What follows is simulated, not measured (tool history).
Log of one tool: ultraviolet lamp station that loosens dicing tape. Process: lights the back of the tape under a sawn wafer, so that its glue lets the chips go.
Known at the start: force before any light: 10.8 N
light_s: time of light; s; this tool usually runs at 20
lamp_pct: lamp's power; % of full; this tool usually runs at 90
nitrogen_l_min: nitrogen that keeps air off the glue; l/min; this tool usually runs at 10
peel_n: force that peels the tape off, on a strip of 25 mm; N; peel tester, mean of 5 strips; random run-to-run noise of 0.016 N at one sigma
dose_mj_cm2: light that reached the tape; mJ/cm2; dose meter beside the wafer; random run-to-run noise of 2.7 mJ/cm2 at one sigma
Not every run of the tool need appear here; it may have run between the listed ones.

{"run": 1, "hour": 0.0, "light_s": 20, "lamp_pct": 90, "nitrogen_l_min": 10, "peel_n": 0.912, "dose_mj_cm2": 343}
{"run": 2, "hour": 28.1, "light_s": 20, "lamp_pct": 90, "nitrogen_l_min": 10, "peel_n": 0.916, "dose_mj_cm2": 337}
{"run": 3, "hour": 44.7, "light_s": 20, "lamp_pct": 90, "nitrogen_l_min": 10, "peel_n": 0.921, "dose_mj_cm2": 335}
{"run": 4, "hour": 68.1, "light_s": 20, "lamp_pct": 90, "nitrogen_l_min": 10, "peel_n": 0.932, "dose_mj_cm2": 331}
{"run": 5, "hour": 80.4, "light_s": 20, "lamp_pct": 83, "nitrogen_l_min": 10, "peel_n": 1.074, "dose_mj_cm2": 309}
{"run": 6, "hour": 97.2, "light_s": 20, "lamp_pct": 83, "nitrogen_l_min": 10, "peel_n": 1.134, "dose_mj_cm2": 308}
{"run": 7, "hour": 123.5, "light_s": 20, "lamp_pct": 83, "nitrogen_l_min": 10, "peel_n": 1.129, "dose_mj_cm2": 309}
{"run": 8, "hour": 136.6, "light_s": 20, "lamp_pct": 90, "nitrogen_l_min": 3, "peel_n": 2.34, "dose_mj_cm2": 330}
{"run": 9, "hour": 162.6, "light_s": 20, "lamp_pct": 90, "nitrogen_l_min": 10, "peel_n": 0.972, "dose_mj_cm2": 326}
{"run": 10, "hour": 180.1, "light_s": 20, "lamp_pct": 90, "nitrogen_l_min": 10, "peel_n": 0.955, "dose_mj_cm2": 323}
{"run": 11, "hour": 196.8, "light_s": 20, "lamp_pct": 71, "nitrogen_l_min": 10, "peel_n": 1.553, "dose_mj_cm2": 262}
{"run": 12, "hour": 223.3, "light_s": 20, "lamp_pct": 90, "nitrogen_l_min": 10, "peel_n": 0.998, "dose_mj_cm2": 320}
{"run": 13, "hour": 237.7, "light_s": 20, "lamp_pct": 85, "nitrogen_l_min": 10, "peel_n": 1.12, "dose_mj_cm2": 305}
{"run": 14, "hour": 253.2, "light_s": 20, "lamp_pct": 85, "nitrogen_l_min": 10, "peel_n": 1.157, "dose_mj_cm2": 304}
{"run": 15, "hour": 266.8, "light_s": 12, "lamp_pct": 61, "nitrogen_l_min": 10, "peel_n": 3.804, "dose_mj_cm2": 130}
{"run": 16, "hour": 283.8, "light_s": 12, "lamp_pct": 61, "nitrogen_l_min": 10, "peel_n": 3.757, "dose_mj_cm2": 127}
{"run": 17, "hour": 302.3, "light_s": 28, "lamp_pct": 99, "nitrogen_l_min": 12, "peel_n": 0.389, "dose_mj_cm2": 489}
{"run": 18, "hour": 320.7, "light_s": 25, "lamp_pct": 66, "nitrogen_l_min": 10, "peel_n": 1.24, "dose_mj_cm2": 290}
{"run": 19, "hour": 343.0, "light_s": 14, "lamp_pct": 80, "nitrogen_l_min": 4, "peel_n": 3.62, "dose_mj_cm2": 196}
{"run": 20, "hour": 363.3, "light_s": 17, "lamp_pct": 90, "nitrogen_l_min": 15, "peel_n": 1.09, "dose_mj_cm2": 264}
{"run": 21, "hour": 375.6, "light_s": 26, "lamp_pct": 90, "nitrogen_l_min": 7, "peel_n": 0.868, "dose_mj_cm2": 403}
{"run": 22, "hour": 395.0, "light_s": 26, "lamp_pct": 90, "nitrogen_l_min": 7, "peel_n": 0.868, "dose_mj_cm2": 402}
{"run": 23, "hour": 410.8, "light_s": 18, "lamp_pct": 90, "nitrogen_l_min": 9, "peel_n": 1.398, "dose_mj_cm2": 279}
{"run": 24, "hour": 425.5, "light_s": 20, "lamp_pct": 100, "nitrogen_l_min": 4, "peel_n": 1.867, "dose_mj_cm2": 344}
{"run": 25, "hour": 438.2, "light_s": 20, "lamp_pct": 100, "nitrogen_l_min": 4, "peel_n": 1.902, "dose_mj_cm2": 341}
{"run": 26, "hour": 461.8, "light_s": 20, "lamp_pct": 100, "nitrogen_l_min": 4, "peel_n": 1.898, "dose_mj_cm2": 342}
{"run": 27, "hour": 480.7, "light_s": 20, "lamp_pct": 100, "nitrogen_l_min": 4, "peel_n": 1.89, "dose_mj_cm2": 341}
{"run": 28, "hour": 508.7, "light_s": 20, "lamp_pct": 100, "nitrogen_l_min": 4, "peel_n": 1.868, "dose_mj_cm2": 331}

Some steps in peel_n, run to run, broken into two amounts with sign: the step expected even without the hidden condition (settings, incoming material, random variation), and the rest, left for the hidden condition together with whatever gauge scatter is not in both the measured and the hidden-condition-free result:
What the log doesn't record here: lamp's light, % of a new lamp's; light that the window lets through, % of a clean one's; drift of the gauge itself on peel_n, %; drift of the gauge itself on dose_mj_cm2, %.
Run 14 -> 15: light_s 20 -> 12, lamp_pct 85 -> 61. peel_n +2.647 N: hidden state +0.299, all else +2.348.
Run 16 -> 17: light_s 12 -> 28, lamp_pct 61 -> 99, nitrogen_l_min 10 -> 12. peel_n -3.368 N: hidden state -0.542, all else -2.826.
Run 19 -> 20: light_s 14 -> 17, lamp_pct 80 -> 90, nitrogen_l_min 4 -> 15. peel_n -2.53 N: hidden state -0.318, all else -2.212.

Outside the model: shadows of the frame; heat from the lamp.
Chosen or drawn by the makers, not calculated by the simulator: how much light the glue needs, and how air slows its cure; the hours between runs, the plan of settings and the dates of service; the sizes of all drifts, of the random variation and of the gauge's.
